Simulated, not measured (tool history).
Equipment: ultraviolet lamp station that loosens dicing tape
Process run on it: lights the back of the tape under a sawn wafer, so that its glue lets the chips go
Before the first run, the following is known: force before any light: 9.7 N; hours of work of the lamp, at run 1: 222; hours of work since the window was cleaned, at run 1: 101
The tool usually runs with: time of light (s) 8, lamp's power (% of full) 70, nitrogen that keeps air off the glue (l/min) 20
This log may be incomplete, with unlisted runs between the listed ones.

run	hour	time of light (s)	lamp's power (% of full)	nitrogen that keeps air off the glue (l/min)	hours of work of the lamp	hours of work since the window was cleaned	force that peels the tape off (N)	light that reached the tape (mJ/cm²)
1	0	8	70	20	222	101	0.561	183
2	26.5	6	70	20	234	113	1.077	132
3	64.9	6	70	20	251	130	1.115	133
4	84.7	13	70	20	260	139	0.236	282
5	105.2	13	70	20	269	148	0.243	281
6	143.8	13	70	20	286	165	0.264	276
7	175.5	8	70	20	300	179	0.66	169
8	222.9	8	70	20	322	201	0.701	166
9	243.8	12	70	20	331	210	0.327	244
# hour 274.4: window cleaned of glue's vapour
10	274.4	12	70	20	344	0	0.397	213
11	307	12	70	20	359	15	0.436	208
12	335.3	12	70	20	371	27	0.435	205
13	369.7	12	74	21	387	42	0.391	213
14	406.8	12	74	21	403	59	0.409	201
15	440.8	11	72	12	418	74	0.871	181
16	488.8	8	61	34	440	95	1.193	111
# hour 506.6: window cleaned of glue's vapour, once more
17	522.1	12	61	30	454	7	0.253	243
18	567	12	61	30	474	27	0.246	244
19	612.7	8	95	20	494	47	0.294	250
20	656.3	8	95	20	514	67	0.327	241
21	696.8	8	70	7	532	85	1.465	176
22	740.6	8	64	10	551	104	1.272	155
23	770.9	10	73	25	565	118	0.319	220

What if the next run were any one of these 4? Each begins from the tool's condition after run 23:
A	815	15	68	33	584	137	?	?
B	815	16	79	35	584	137	?	?
C	815	10	73	28	584	137	?	?
D	815	14	73	12	584	137	?	?

run	force that peels the tape off (N)	light that reached the tape (mJ/cm²)
A	0.191	299
B	0.172	369
C	0.305	214
D	0.307	299
Stripped of hidden state, with their random variation kept, the same runs would have yielded:
run	force that peels the tape off (N)	light that reached the tape (mJ/cm²)
A	0.176	379
B	0.169	468
C	0.213	272
D	0.223	379
